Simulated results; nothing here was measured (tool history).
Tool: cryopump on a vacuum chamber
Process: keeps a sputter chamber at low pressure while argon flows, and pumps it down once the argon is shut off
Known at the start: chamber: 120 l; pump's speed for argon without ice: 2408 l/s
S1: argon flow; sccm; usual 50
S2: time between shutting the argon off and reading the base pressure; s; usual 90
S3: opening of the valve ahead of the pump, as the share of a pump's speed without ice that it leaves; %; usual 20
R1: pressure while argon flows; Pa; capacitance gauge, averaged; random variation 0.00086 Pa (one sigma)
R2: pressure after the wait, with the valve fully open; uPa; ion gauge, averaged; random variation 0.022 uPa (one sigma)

Run 1, hour 0.0: usual settings. Result: R1 0.1780 Pa, R2 2.07 uPa.
Run 2, hour 18.0: usual settings but S2 31 s. Result: R1 0.1781 Pa, R2 2.97 uPa.
Run 3, hour 33.5: usual settings but S2 31 s. Result: R1 0.1768 Pa, R2 2.90 uPa.
Run 4, hour 55.3: usual settings but S3 25 %. Result: R1 0.1432 Pa, R2 2.15 uPa.
Run 5, hour 67.2: usual settings but S3 25 %. Result: R1 0.1439 Pa, R2 2.09 uPa.
Run 6, hour 77.9: usual settings but S2 130 s. Result: R1 0.1784 Pa, R2 1.91 uPa.
Run 7, hour 87.9: usual settings but S2 130 s. Result: R1 0.1780 Pa, R2 2.02 uPa.
Run 8, hour 98.2: usual settings but S1 46 sccm, S2 130 s. Result: R1 0.1631 Pa, R2 1.96 uPa.
Run 9, hour 110.4: usual settings but S1 46 sccm, S2 130 s. Result: R1 0.1647 Pa, R2 2.03 uPa.
Run 10, hour 120.3: usual settings but S1 46 sccm, S2 130 s. Result: R1 0.1632 Pa, R2 1.96 uPa.
Run 11, hour 132.4: usual settings but S1 46 sccm, S2 130 s. Result: R1 0.1631 Pa, R2 1.98 uPa.
Run 12, hour 152.0: usual settings but S1 35 sccm, S2 130 s. Result: R1 0.1257 Pa, R2 2.01 uPa.
Run 13, hour 163.8: usual settings but S1 35 sccm, S2 130 s. Result: R1 0.1250 Pa, R2 2.00 uPa.
Run 14, hour 185.7: usual settings but S1 35 sccm, S2 130 s. Result: R1 0.1258 Pa, R2 2.05 uPa.
At hour 197.1: leaking fittings of the chamber tightened, without venting.
Run 15, hour 197.1: usual settings but S1 35 sccm, S2 130 s. Result: R1 0.1247 Pa, R2 0.44 uPa.
Run 16, hour 211.7: usual settings but S1 71 sccm, S2 285 s, S3 50 %. Result: R1 0.1048 Pa, R2 0.32 uPa.
Run 17, hour 230.4: usual settings but S1 71 sccm, S2 285 s, S3 50 %. Result: R1 0.1053 Pa, R2 0.31 uPa.
Run 18, hour 247.1: usual settings but S1 49 sccm, S2 52 s, S3 31 %. Result: R1 0.1156 Pa, R2 0.94 uPa.
Run 19, hour 257.9: usual settings but S1 49 sccm, S2 52 s, S3 31 %. Result: R1 0.1162 Pa, R2 0.93 uPa.
Run 20, hour 276.5: usual settings but S1 32 sccm, S2 131 s, S3 18 %. Result: R1 0.1276 Pa, R2 0.49 uPa.
Run 21, hour 290.5: usual settings but S3 23 %. Result: R1 0.1557 Pa, R2 0.58 uPa.
Run 22, hour 308.7: usual settings but S3 23 %. Result: R1 0.1567 Pa, R2 0.68 uPa.
Run 23, hour 319.9: usual settings but S2 269 s, S3 31 %. Result: R1 0.1169 Pa, R2 0.36 uPa.
Run 24, hour 335.5: usual settings but S2 269 s, S3 31 %. Result: R1 0.1183 Pa, R2 0.37 uPa.
Run 25, hour 352.0: usual settings but S1 67 sccm, S2 286 s. Result: R1 0.2417 Pa, R2 0.33 uPa.
Run 26, hour 364.0: usual settings but S1 40 sccm, S2 286 s, S3 25 %. Result: R1 0.1162 Pa, R2 0.38 uPa.

3 ways to go on from here, each from the tool as it stands after run 26. What would each give?
Run A, hour 379.1: usual settings but S1 23 sccm, S2 286 s, S3 25 %. Result: R1 ?, R2 ?.
Run B, hour 379.1: usual settings but S1 21 sccm, S2 286 s, S3 25 %. Result: R1 ?, R2 ?.
Run C, hour 379.1: usual settings but S1 48 sccm, S3 22 %. Result: R1 ?, R2 ?.

run      R1    R2
  A  0.0664  0.35
  B  0.0594  0.38
  C  0.1566  0.67
Without the tool's hidden state the same runs would have given:
run      R1    R2
  A  0.0642  0.25
  B  0.0574  0.28
  C  0.1520  0.57

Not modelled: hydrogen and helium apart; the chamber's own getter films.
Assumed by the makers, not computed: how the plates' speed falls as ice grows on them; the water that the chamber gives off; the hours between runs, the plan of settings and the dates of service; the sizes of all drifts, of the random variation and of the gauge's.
